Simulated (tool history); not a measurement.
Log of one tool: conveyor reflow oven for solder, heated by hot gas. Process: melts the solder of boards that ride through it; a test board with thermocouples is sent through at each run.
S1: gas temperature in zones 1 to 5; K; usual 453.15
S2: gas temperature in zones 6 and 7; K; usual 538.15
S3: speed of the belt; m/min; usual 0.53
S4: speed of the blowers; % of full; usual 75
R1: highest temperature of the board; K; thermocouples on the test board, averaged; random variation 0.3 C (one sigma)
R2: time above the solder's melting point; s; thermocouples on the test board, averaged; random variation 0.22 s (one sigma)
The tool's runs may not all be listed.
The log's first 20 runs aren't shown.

run 21 hour=147.4 | S1=453.15 S2=526.15 S3=0.53 S4=75 | R1=515.55 R2=46.1
run 22 hour=152.5 | S1=453.15 S2=526.15 S3=0.53 S4=75 | R1=515.15 R2=45.6
run 23 hour=157 | S1=453.15 S2=526.15 S3=0.53 S4=75 | R1=515.25 R2=46
run 24 hour=166 | S1=440.15 S2=526.15 S3=0.53 S4=75 | R1=512.45 R2=39.5
run 25 hour=174.7 | S1=453.15 S2=538.15 S3=0.521 S4=75 | R1=526.25 R2=54.4
run 26 hour=185.1 | S1=462.15 S2=552.15 S3=0.53 S4=75 | R1=539.25 R2=63.1
run 27 hour=189.3 | S1=462.15 S2=552.15 S3=0.53 S4=75 | R1=539.15 R2=62.9
run 28 hour=197.6 | S1=453.15 S2=546.15 S3=0.53 S4=69 | R1=530.55 R2=56.2
run 29 hour=203.4 | S1=453.15 S2=546.15 S3=0.53 S4=69 | R1=530.75 R2=56.3
run 30 hour=209.5 | S1=460.15 S2=538.15 S3=0.53 S4=76 | R1=526.75 R2=56.6

4 ways to go on from here, each from the tool as it stands after run 30. What would each give?
-- hour=224.5 flux residue cleaned out of gas plates and filters
run A hour=224.5 | S1=442.15 S2=538.15 S3=0.48 S4=76 | R1=? R2=?
-- hour=224.5 flux residue cleaned out of gas plates and filters
run B hour=224.5 | S1=460.15 S2=538.15 S3=0.53 S4=52 | R1=? R2=?
-- hour=224.5 flux residue cleaned out of gas plates and filters
run C hour=224.5 | S1=460.15 S2=538.15 S3=0.53 S4=81 | R1=? R2=?
-- hour=224.5 flux residue cleaned out of gas plates and filters
run D hour=224.5 | S1=443.15 S2=538.15 S3=0.53 S4=52 | R1=? R2=?

run=A R1=528.55 R2=58.9
run=B R1=522.75 R2=53.3
run=C R1=528.95 R2=58.8
run=D R1=519.45 R2=44.5
Without the tool's hidden state the same runs would have given:
run=A R1=528.05 R2=58.6
run=B R1=522.25 R2=52.9
run=C R1=528.45 R2=58.6
run=D R1=519.05 R2=44.1
